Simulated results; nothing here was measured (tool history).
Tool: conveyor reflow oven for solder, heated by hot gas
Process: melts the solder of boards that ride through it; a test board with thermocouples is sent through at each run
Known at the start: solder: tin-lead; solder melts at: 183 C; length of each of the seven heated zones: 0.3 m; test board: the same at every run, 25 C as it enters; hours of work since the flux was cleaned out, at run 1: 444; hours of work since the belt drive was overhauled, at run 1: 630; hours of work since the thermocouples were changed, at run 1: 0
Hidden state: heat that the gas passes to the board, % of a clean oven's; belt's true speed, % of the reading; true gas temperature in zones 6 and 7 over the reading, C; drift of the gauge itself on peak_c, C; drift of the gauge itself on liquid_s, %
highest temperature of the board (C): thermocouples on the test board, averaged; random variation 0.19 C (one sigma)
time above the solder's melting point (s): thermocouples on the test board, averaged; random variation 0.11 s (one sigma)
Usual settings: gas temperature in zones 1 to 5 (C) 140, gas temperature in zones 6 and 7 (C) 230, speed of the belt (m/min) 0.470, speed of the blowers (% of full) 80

| run | hour | gas temperature in zones 1 to 5 (C) | gas temperature in zones 6 and 7 (C) | speed of the belt (m/min) | speed of the blowers (% of full) | hours of work since the flux was cleaned out | hours of work since the belt drive was overhauled | hours of work since the thermocouples were changed | highest temperature of the board (C) | time above the solder's melting point (s) |
|---|---|---|---|---|---|---|---|---|---|---|
| 1 | 0.0 | 140 | 230 | 0.470 | 80 | 444 | 630 | 0 | 216.6 | 58.7 |
| 2 | 37.1 | 140 | 230 | 0.470 | 80 | 468 | 653 | 23 | 216.8 | 58.8 |
| 3 | 68.8 | 140 | 230 | 0.470 | 80 | 488 | 673 | 43 | 216.2 | 58.8 |
|  | 82.9 | flux residue cleaned out of gas plates and filters |
| 4 | 112.3 | 140 | 230 | 0.470 | 61 | 19 | 697 | 68 | 213.9 | 56.1 |
| 5 | 151.4 | 140 | 230 | 0.470 | 61 | 43 | 722 | 92 | 213.8 | 56.2 |
| 6 | 181.0 | 148 | 230 | 0.470 | 61 | 62 | 741 | 111 | 215.3 | 60.4 |
| 7 | 217.1 | 148 | 230 | 0.470 | 61 | 84 | 763 | 134 | 215.1 | 60.5 |
| 8 | 274.3 | 140 | 230 | 0.407 | 80 | 121 | 799 | 170 | 220.9 | 73.2 |
| 9 | 325.3 | 140 | 230 | 0.407 | 80 | 153 | 831 | 202 | 220.5 | 73.0 |
| 10 | 378.4 | 129 | 230 | 0.470 | 80 | 186 | 865 | 235 | 215.1 | 54.7 |
| 11 | 418.1 | 140 | 230 | 0.470 | 53 | 211 | 890 | 260 | 210.6 | 52.4 |
| 12 | 442.8 | 140 | 230 | 0.470 | 89 | 227 | 905 | 276 | 218.4 | 61.1 |
| 13 | 483.6 | 136 | 230 | 0.470 | 73 | 252 | 931 | 301 | 214.9 | 56.2 |
| 14 | 541.8 | 140 | 238 | 0.470 | 80 | 289 | 968 | 338 | 223.6 | 64.3 |
| 15 | 598.6 | 140 | 238 | 0.470 | 80 | 325 | 1004 | 374 | 223.1 | 64.1 |
| 16 | 627.1 | 149 | 235 | 0.440 | 77 | 343 | 1022 | 392 | 222.7 | 72.2 |
| 17 | 676.9 | 149 | 235 | 0.440 | 77 | 374 | 1053 | 423 | 222.9 | 72.2 |
| 18 | 718.2 | 139 | 230 | 0.470 | 54 | 400 | 1079 | 449 | 209.2 | 51.0 |
| 19 | 771.4 | 139 | 230 | 0.470 | 73 | 434 | 1112 | 483 | 214.0 | 56.8 |
| 20 | 820.8 | 139 | 230 | 0.470 | 73 | 465 | 1144 | 514 | 214.0 | 56.5 |

The next listed run, before its measurement:
| 21 | 856.8 | 152 | 230 | 0.411 | 73 | 487 | 1166 | 536 | ? | ? |

Run 21 gave highest temperature of the board (C) 219.3, time above the solder's melting point (s) 76.4.
Without the tool's hidden state the same run would have given highest temperature of the board (C) 221.8, time above the solder's melting point (s) 76.4.
